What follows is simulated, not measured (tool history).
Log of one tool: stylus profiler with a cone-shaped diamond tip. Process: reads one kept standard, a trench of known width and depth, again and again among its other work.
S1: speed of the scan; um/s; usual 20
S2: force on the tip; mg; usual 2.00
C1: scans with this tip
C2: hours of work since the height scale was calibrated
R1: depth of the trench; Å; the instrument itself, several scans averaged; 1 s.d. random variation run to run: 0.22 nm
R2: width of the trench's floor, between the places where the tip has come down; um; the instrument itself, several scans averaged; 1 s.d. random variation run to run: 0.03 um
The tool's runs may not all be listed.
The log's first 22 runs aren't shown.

run,day,S1,S2,C1,C2,R1,R2
23,33.812,20,2.00,12342,1504,10058.4,15.89
24,34.950,60,2.00,12463,1518,10061.3,15.64
25,36.904,12,3.24,12672,1544,10083.7,15.89
26,38.183,12,0.73,12809,1560,10031.5,15.88
27,39.929,12,0.73,12996,1583,10030.9,15.91
28,41.317,12,0.73,13144,1601,10029.4,15.90
29,43.296,58,3.55,13356,1627,10082.2,15.73
30,45.171,58,3.55,13556,1651,10090.6,15.76
31,46.546,58,3.55,13703,1669,10086.8,15.78
32,48.500,58,3.55,13912,1695,10086.5,15.75
33,49.692,6,5.21,14039,1710,10111.9,15.98
34,51.433,20,4.34,14226,1733,10094.7,15.97
35,52.312,20,4.34,14320,1744,10097.2,15.89
36,54.304,78,0.75,14532,1770,10034.9,15.32
37,55.604,9,2.04,14671,1787,10060.0,15.92
38,57.562,9,2.04,14881,1813,10059.3,15.99
39,58.483,10,1.49,14979,1825,10048.6,15.94
40,60.042,6,4.74,15146,1845,10105.6,16.00
41,61.812,69,2.13,15335,1868,10061.1,15.68
42,63.100,69,2.13,15473,1885,10061.2,15.70
43,64.554,20,0.92,15628,1904,10035.9,15.82
44,65.554,68,1.17,15735,1917,10043.4,15.49
45,67.317,68,1.17,15924,1940,10039.9,15.51
46,68.733,37,4.20,16075,1958,10096.2,15.82

Here are 4 independent what-if runs from the current tool condition. What would each one return?
A,70.517,37,0.72,16266,1982,?,?
B,70.517,10,4.79,16266,1982,?,?
C,70.517,8,2.52,16266,1982,?,?
D,70.517,13,2.44,16266,1982,?,?

run,R1,R2
A,10027.9,15.63
B,10108.5,15.97
C,10066.2,15.94
D,10070.6,15.98
Without the tool's unlogged condition, the same runs would have read:
run,R1,R2
A,10027.5,15.65
B,10108.2,15.99
C,10065.9,15.96
D,10070.2,16.00
